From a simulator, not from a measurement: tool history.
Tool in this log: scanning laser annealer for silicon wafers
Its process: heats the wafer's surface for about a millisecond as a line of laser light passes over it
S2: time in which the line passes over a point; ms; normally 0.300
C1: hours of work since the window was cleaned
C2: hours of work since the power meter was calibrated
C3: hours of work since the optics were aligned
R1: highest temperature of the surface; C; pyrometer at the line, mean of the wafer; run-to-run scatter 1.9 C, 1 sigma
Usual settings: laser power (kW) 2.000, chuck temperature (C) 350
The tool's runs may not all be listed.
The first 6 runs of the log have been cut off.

Run 7, hour 203.1: usual settings; C1 439; C2 599; C3 1065. Result: R1 1071 C.
Run 8, hour 230.4: usual settings; C1 456; C2 616; C3 1082. Result: R1 1074 C.
Run 9, hour 278.5: usual settings but S2 0.239 ms; C1 485; C2 645; C3 1111. Result: R1 991 C.
Run 10, hour 308.1: usual settings but S2 0.239 ms; C1 504; C2 664; C3 1129. Result: R1 988 C.
Run 11, hour 362.6: usual settings but S2 0.345 ms; C1 537; C2 697; C3 1163. Result: R1 1126 C.
Run 12, hour 399.3: usual settings but chuck temperature (C) 361; C1 559; C2 719; C3 1185. Result: R1 1078 C.
At hour 405.8: window over the wafer cleaned.
Run 13, hour 457.1: usual settings but chuck temperature (C) 358; C1 31; C2 754; C3 1219. Result: R1 1071 C.
Run 14, hour 514.1: usual settings but chuck temperature (C) 358; C1 66; C2 788; C3 1254. Result: R1 1066 C.
Run 15, hour 553.4: usual settings; C1 90; C2 812; C3 1278. Result: R1 1061 C.
Run 16, hour 606.8: usual settings; C1 123; C2 845; C3 1311. Result: R1 1053 C.
Run 17, hour 631.1: usual settings but laser power (kW) 1.781; C1 138; C2 860; C3 1326. Result: R1 967 C.
At hour 683.0: window over the wafer cleaned, once more.
Run 18, hour 683.0: usual settings but laser power (kW) 1.781; C1 0; C2 891; C3 1356. Result: R1 1003 C.
Run 19, hour 724.9: usual settings but laser power (kW) 1.781; C1 26; C2 916; C3 1382. Result: R1 999 C.
Run 20, hour 772.0: usual settings but laser power (kW) 1.794, S2 0.249 ms, chuck temperature (C) 377; C1 54; C2 945; C3 1411. Result: R1 973 C.
At hour 796.9: optics aligned, line set to its width.
Run 21, hour 824.2: usual settings but laser power (kW) 1.794, S2 0.249 ms, chuck temperature (C) 377; C1 83; C2 974; C3 17. Result: R1 981 C.
Run 22, hour 880.2: usual settings but chuck temperature (C) 353; C1 118; C2 1008; C3 51. Result: R1 1103 C.
Run 23, hour 911.2: usual settings but S2 0.366 ms, chuck temperature (C) 353; C1 137; C2 1027; C3 70. Result: R1 1188 C.
Run 24, hour 956.8: usual settings but laser power (kW) 2.082, S2 0.331 ms, chuck temperature (C) 388; C1 165; C2 1055; C3 98. Result: R1 1210 C.

What will run 25 give?
Run 25, hour 1006.5: usual settings but laser power (kW) 1.783, S2 0.286 ms, chuck temperature (C) 382; C1 195; C2 1086; C3 128. Result: R1 ?.

Run 25 measured R1 1024 C.
Minus the tool's unlogged condition, the same run would have read R1 1035 C.
